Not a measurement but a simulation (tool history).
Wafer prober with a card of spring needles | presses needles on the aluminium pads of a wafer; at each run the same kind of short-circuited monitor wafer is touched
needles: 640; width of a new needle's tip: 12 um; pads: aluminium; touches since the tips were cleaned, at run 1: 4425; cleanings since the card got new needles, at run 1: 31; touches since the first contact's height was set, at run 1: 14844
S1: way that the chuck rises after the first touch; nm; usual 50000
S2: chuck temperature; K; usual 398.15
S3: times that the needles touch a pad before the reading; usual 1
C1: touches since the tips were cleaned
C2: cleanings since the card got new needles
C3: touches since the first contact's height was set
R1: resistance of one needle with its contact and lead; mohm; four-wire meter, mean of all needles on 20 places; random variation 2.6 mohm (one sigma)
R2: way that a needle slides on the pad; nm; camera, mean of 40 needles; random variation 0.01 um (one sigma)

run   hour     S1      S2  S3    C1  C2     C3   R1     R2
  1      0  50000  398.15   1  4425  31  14844  296   9260
       5.6  -- tips cleaned on abrasive film
      22.3  -- tips cleaned on abrasive film
  2     29  32000  398.15   1  2524  33  25729  313   5910
      39.8  -- tips cleaned on abrasive film
      57.2  -- tips cleaned on abrasive film
  3   60.3  50000  398.15   1  1199  35  37482  299   9230
      74.2  -- tips cleaned on abrasive film
  4   89.2  50000  398.15   3  5666  36  48335  299   9200
        92  -- tips cleaned on abrasive film
       109  -- tips cleaned on abrasive film
  5  121.3  50000  398.15   3  4646  38  60381  300   9190
     126.8  -- tips cleaned on abrasive film
     138.3  -- height of the first contact set anew
  6  141.5  50000  398.15   3  5447  39   1226  301   9200
     143.3  -- tips cleaned on abrasive film
     161.6  -- tips cleaned on abrasive film
  7  164.3  50000  398.15   3  1001  41   9737  300   9180
     177.7  -- tips cleaned on abrasive film
  8  190.4  50000  398.15   1  4803  42  19554  295   9180
     194.6  -- tips cleaned on abrasive film
  9  209.6  50000  304.15   1  5670  43  26782  267   9160
     211.3  -- tips cleaned on abrasive film
       228  -- tips cleaned on abrasive film
 10    228  61000  304.15   1     0  45  33660  264  11170
       245  -- tips cleaned on abrasive film
 11    245  61000  304.15   1     0  46  40037  260  11170
     263.3  -- tips cleaned on abrasive film
 12  266.9  50000  398.15   1  1351  47  48250  300   9150
     280.1  -- tips cleaned on abrasive film
 13  286.9  50000  398.15   1  2590  48  55798  297   9130
     297.8  -- tips cleaned on abrasive film
 14  307.9  50000  398.15   1  3783  49  63662  299   9120
     315.8  -- tips cleaned on abrasive film
     316.1  -- height of the first contact set anew
 15  330.6  50000  398.15   1  5475  50   5475  296   9110
     332.1  -- tips cleaned on abrasive film
     348.3  -- tips cleaned on abrasive film
 16  348.3  50000  398.15   1     0  52  12117  300   9120
     365.9  -- tips cleaned on abrasive film
 17  373.4  50000  344.15   1  2805  53  21523  280   9100
     382.4  -- tips cleaned on abrasive film
 18  390.4  50000  344.15   1  3029  54  27924  282   9100
     400.4  -- tips cleaned on abrasive film
     412.6  -- gauge calibrated
     417.5  -- tips cleaned on abrasive film
 19  420.5  50000  344.15   1  1169  56  39233  277   9240
     435.8  -- tips cleaned on abrasive film
 20  442.1  31000  398.15   3  2357  57  47316  320   5720
     453.5  -- tips cleaned on abrasive film
 21  459.1  36000  312.15   1  2123  58  53727  283   6640
     469.7  -- tips cleaned on abrasive film
     485.8  -- tips cleaned on abrasive film
 22  489.4  36000  378.15   1  1339  60  65078  302   6640
     493.5  -- height of the first contact set anew
     502.6  -- tips cleaned on abrasive film
 23  505.7  36000  378.15   1  1184  61   4553  303   6640
     519.8  -- tips cleaned on abrasive film
 24  522.8  50000  302.15   2  1114  62  10965  266   9220
     538.1  -- tips cleaned on abrasive film
 25  545.9  46000  299.15   2  2953  63  19676  269   8470
       555  -- tips cleaned on abrasive film
 26  559.2  46000  299.15   2  1575  64  24639  265   8460
     573.1  -- tips cleaned on abrasive film
     589.5  -- tips cleaned on abrasive film
 27  589.5  62000  320.15   2     0  66  36003  269  11380
     606.6  -- tips cleaned on abrasive film
 28  616.3  42000  306.15   3  3639  67  46088  277   7690
     623.4  -- tips cleaned on abrasive film
     639.8  -- tips cleaned on abrasive film
 29  642.5  40000  309.15   2   995  69  55901  280   7310
     656.7  -- tips cleaned on abrasive film
     671.2  -- height of the first contact set anew
 30  672.1  43000  398.15   1  5712  70    353  299   7880
       674  -- tips cleaned on abrasive film
     691.4  -- tips cleaned on abrasive film
 31  696.4  33000  398.15   1  1857  72   9443  307   6040

Hidden state at the last listed run before each entry between runs and at the first one after, where it differs:
Between runs 1 and 2: tips cleaned on abrasive film (hour 5.6); tips cleaned on abrasive film (hour 22.3)
  debris on the tips, nm: 0.9 -> 0.8; drift of the gauge itself on scrub_um, %: 0 -> -0.12
  measured less the result without the state, R2: +0 -> +0 nm
Between runs 2 and 3: tips cleaned on abrasive film (hour 39.8); tips cleaned on abrasive film (hour 57.2)
  debris on the tips, nm: 0.8 -> 0.6; way that the needles fall short of the set height, um: 0 -> 0.01; drift of the gauge itself on scrub_um, %: -0.12 -> -0.26
  measured less the result without the state, R2: +0 -> -30 nm
Between runs 3 and 4: tips cleaned on abrasive film (hour 74.2)
  debris on the tips, nm: 0.6 -> 0.9; drift of the gauge itself on scrub_um, %: -0.26 -> -0.38
  measured less the result without the state, R2: -30 -> -40 nm
Between runs 4 and 5: tips cleaned on abrasive film (hour 92); tips cleaned on abrasive film (hour 109)
  drift of the gauge itself on scrub_um, %: -0.38 -> -0.52
  measured less the result without the state, R2: -40 -> -50 nm
Between runs 5 and 6: tips cleaned on abrasive film (hour 126.8); height of the first contact set anew (hour 138.3)
  way that the needles fall short of the set height, um: 0.01 -> 0; drift of the gauge itself on scrub_um, %: -0.52 -> -0.6
  measured less the result without the state, R2: -50 -> -60 nm
Between runs 6 and 7: tips cleaned on abrasive film (hour 143.3); tips cleaned on abrasive film (hour 161.6)
  debris on the tips, nm: 0.9 -> 0.4; drift of the gauge itself on scrub_um, %: -0.6 -> -0.7
  measured less the result without the state, R2: -60 -> -60 nm
Between runs 7 and 8: tips cleaned on abrasive film (hour 177.7)
  debris on the tips, nm: 0.4 -> 0.9; drift of the gauge itself on scrub_um, %: -0.7 -> -0.81
  measured less the result without the state, R2: -60 -> -80 nm
Between runs 8 and 9: tips cleaned on abrasive film (hour 194.6)
  tips' diameter, um: 12.01 -> 12.02; drift of the gauge itself on scrub_um, %: -0.81 -> -0.89
  measured less the result without the state, R2: -80 -> -80 nm
Between runs 9 and 10: tips cleaned on abrasive film (hour 211.3); tips cleaned on abrasive film (hour 228)
  debris on the tips, nm: 0.9 -> 0.1; way that the needles fall short of the set height, um: 0 -> 0.01; drift of the gauge itself on scrub_um, %: -0.89 -> -0.97
  measured less the result without the state, R2: -80 -> -110 nm
Between runs 10 and 11: tips cleaned on abrasive film (hour 245)
  drift of the gauge itself on scrub_um, %: -0.97 -> -1.04
  measured less the result without the state, R2: -110 -> -120 nm
Between runs 11 and 12: tips cleaned on abrasive film (hour 263.3)
  debris on the tips, nm: 0.1 -> 0.6; drift of the gauge itself on scrub_um, %: -1.04 -> -1.14
  measured less the result without the state, R2: -120 -> -110 nm
Between runs 12 and 13: tips cleaned on abrasive film (hour 280.1)
  debris on the tips, nm: 0.6 -> 0.8; drift of the gauge itself on scrub_um, %: -1.14 -> -1.22
  measured less the result without the state, R2: -110 -> -120 nm
Between runs 13 and 14: tips cleaned on abrasive film (hour 297.8)
  debris on the tips, nm: 0.8 -> 0.9; drift of the gauge itself on scrub_um, %: -1.22 -> -1.31
  measured less the result without the state, R2: -120 -> -130 nm
Between runs 14 and 15: tips cleaned on abrasive film (hour 315.8); height of the first contact set anew (hour 316.1)
  way that the needles fall short of the set height, um: 0.01 -> 0; drift of the gauge itself on scrub_um, %: -1.31 -> -1.41
  measured less the result without the state, R2: -130 -> -130 nm
Between runs 15 and 16: tips cleaned on abrasive film (hour 332.1); tips cleaned on abrasive film (hour 348.3)
  debris on the tips, nm: 0.9 -> 0.1; drift of the gauge itself on scrub_um, %: -1.41 -> -1.48
  measured less the result without the state, R2: -130 -> -130 nm
Between runs 16 and 17: tips cleaned on abrasive film (hour 365.9)
  debris on the tips, nm: 0.1 -> 0.8; drift of the gauge itself on scrub_um, %: -1.48 -> -1.59
  measured less the result without the state, R2: -130 -> -150 nm
Between runs 17 and 18: tips cleaned on abrasive film (hour 382.4)
  drift of the gauge itself on scrub_um, %: -1.59 -> -1.66
  measured less the result without the state, R2: -150 -> -160 nm
Between runs 18 and 19: tips cleaned on abrasive film (hour 400.4); gauge calibrated (hour 412.6); tips cleaned on abrasive film (hour 417.5)
  debris on the tips, nm: 0.8 -> 0.6; way that the needles fall short of the set height, um: 0 -> 0.01; drift of the gauge itself on scrub_um, %: -1.66 -> -0.03
  measured less the result without the state, R2: -160 -> -10 nm
Between runs 19 and 20: tips cleaned on abrasive film (hour 435.8)
  debris on the tips, nm: 0.6 -> 0.8; drift of the gauge itself on scrub_um, %: -0.03 -> -0.13
  measured less the result without the state, R2: -10 -> -10 nm
Between runs 20 and 21: tips cleaned on abrasive film (hour 453.5)
  debris on the tips, nm: 0.8 -> 0.7; drift of the gauge itself on scrub_um, %: -0.13 -> -0.2
  measured less the result without the state, R2: -10 -> -20 nm
Between runs 21 and 22: tips cleaned on abrasive film (hour 469.7); tips cleaned on abrasive film (hour 485.8)
  debris on the tips, nm: 0.7 -> 0.6; drift of the gauge itself on scrub_um, %: -0.2 -> -0.33
  measured less the result without the state, R2: -20 -> -20 nm
Between runs 22 and 23: height of the first contact set anew (hour 493.5); tips cleaned on abrasive film (hour 502.6)
  debris on the tips, nm: 0.6 -> 0.5; way that the needles fall short of the set height, um: 0.01 -> 0; drift of the gauge itself on scrub_um, %: -0.33 -> -0.4
  measured less the result without the state, R2: -20 -> -30 nm
Between runs 23 and 24: tips cleaned on abrasive film (hour 519.8)
  drift of the gauge itself on scrub_um, %: -0.4 -> -0.47
  measured less the result without the state, R2: -30 -> -50 nm
Between runs 24 and 25: tips cleaned on abrasive film (hour 538.1)
  debris on the tips, nm: 0.5 -> 0.8; drift of the gauge itself on scrub_um, %: -0.47 -> -0.57
  measured less the result without the state, R2: -50 -> -50 nm
Between runs 25 and 26: tips cleaned on abrasive film (hour 555)
  debris on the tips, nm: 0.8 -> 0.6; drift of the gauge itself on scrub_um, %: -0.57 -> -0.62
  measured less the result without the state, R2: -50 -> -50 nm
Between runs 26 and 27: tips cleaned on abrasive film (hour 573.1); tips cleaned on abrasive film (hour 589.5)
  debris on the tips, nm: 0.6 -> 0.1; way that the needles fall short of the set height, um: 0 -> 0.01; drift of the gauge itself on scrub_um, %: -0.62 -> -0.75
  measured less the result without the state, R2: -50 -> -90 nm
Between runs 27 and 28: tips cleaned on abrasive film (hour 606.6)
  debris on the tips, nm: 0.1 -> 0.9; drift of the gauge itself on scrub_um, %: -0.75 -> -0.87
  measured less the result without the state, R2: -90 -> -70 nm
Between runs 28 and 29: tips cleaned on abrasive film (hour 623.4); tips cleaned on abrasive film (hour 639.8)
  debris on the tips, nm: 0.9 -> 0.5; drift of the gauge itself on scrub_um, %: -0.87 -> -0.98
  measured less the result without the state, R2: -70 -> -80 nm
Between runs 29 and 30: tips cleaned on abrasive film (hour 656.7); height of the first contact set anew (hour 671.2)
  debris on the tips, nm: 0.5 -> 0.9; way that the needles fall short of the set height, um: 0.01 -> 0; drift of the gauge itself on scrub_um, %: -0.98 -> -1.11
  measured less the result without the state, R2: -80 -> -90 nm
Between runs 30 and 31: tips cleaned on abrasive film (hour 674); tips cleaned on abrasive film (hour 691.4)
  debris on the tips, nm: 0.9 -> 0.7; tips' diameter, um: 12.02 -> 12.03; drift of the gauge itself on scrub_um, %: -1.11 -> -1.21
  measured less the result without the state, R2: -90 -> -70 nm

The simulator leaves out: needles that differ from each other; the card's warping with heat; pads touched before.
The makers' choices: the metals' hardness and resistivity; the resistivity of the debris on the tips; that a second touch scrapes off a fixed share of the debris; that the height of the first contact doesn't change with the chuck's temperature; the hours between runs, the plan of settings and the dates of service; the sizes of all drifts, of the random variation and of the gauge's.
